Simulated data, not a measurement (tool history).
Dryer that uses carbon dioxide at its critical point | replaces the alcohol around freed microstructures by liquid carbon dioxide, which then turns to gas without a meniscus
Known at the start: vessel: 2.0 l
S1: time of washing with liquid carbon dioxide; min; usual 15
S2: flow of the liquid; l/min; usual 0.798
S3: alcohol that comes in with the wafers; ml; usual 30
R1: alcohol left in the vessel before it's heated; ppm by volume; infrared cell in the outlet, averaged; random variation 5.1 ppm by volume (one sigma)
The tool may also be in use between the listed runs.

run   hour  S1     S2  S3    R1
  1    0.0  15  0.798  30    77
  2    8.4  15  0.798  30    83
  3   15.1  15  0.864  30    66
  4   23.4  15  0.798  30    96
  5   28.2  15  0.798  97   245
  6   34.1  23  0.798  30    32
  7   37.9  23  0.798  30    29
  8   44.5  23  0.798  30    33
  9   48.4  23  0.798  30    37
 10   54.5  23  0.798  30    40
      62.6  -- inlet filter changed
 11   63.4  23  0.798  30    29
 12   68.8  15  0.798  30    83
 13   76.4  15  0.798  25    67
 14   85.2  15  0.798  25    75
 15   92.1  15  0.798  25    76
 16   99.4  15  0.798  25    73
 17  107.7  15  0.798  25    88
 18  116.1  15  0.798  25    90
 19  123.2  15  0.798  25    90
 20  130.1  15  0.798  35   113
 21  136.0  15  0.798  35   106
 22  144.3  15  0.798  86   190
 23  150.6  15  1.004  30    74
 24  159.5  14  0.651  25   213
 25  167.8  14  0.651  41   306
 26  173.5  14  0.651  41   312
 27  178.1  14  0.651  41   318
 28  185.1  13  0.798  30   167
 29  191.5  13  0.798  30   177
 30  197.5  13  0.798  30   181
 31  206.0  16  0.798  28   111
 32  211.7  18  0.564  21   147
 33  220.5  18  0.564  21   147
 34  227.7  12  0.745  30   291
 35  232.6  18  0.948  24    78
 36  240.4  10  0.798  46   615
 37  247.8  10  0.798  46   603
 38  255.1  20  0.669  75   157
 39  263.4  10  0.669  75  1594
 40  268.8  15  0.798  61   183
 41  276.5  15  0.798  61   193
 42  281.1  18  0.798  61   125
 43  287.3  12  0.798  34   292
 44  291.6  12  0.798  34   290
 45  299.1  15  0.761  24   146
 46  307.6  17  0.761  47   151

4 ways to go on from here, each from the tool as it stands after run 46. What would each give?
  A  316.3  15  0.691  30   ?
  B  316.3  17  1.127  73   ?
  C  316.3  16  0.798  30   ?
  D  316.3  12  0.737  30   ?

run   R1
  A  218
  B  108
  C  138
  D  343
Without the tool's hidden state the same runs would have given:
run   R1
  A  100
  B   14
  C   36
  D  199
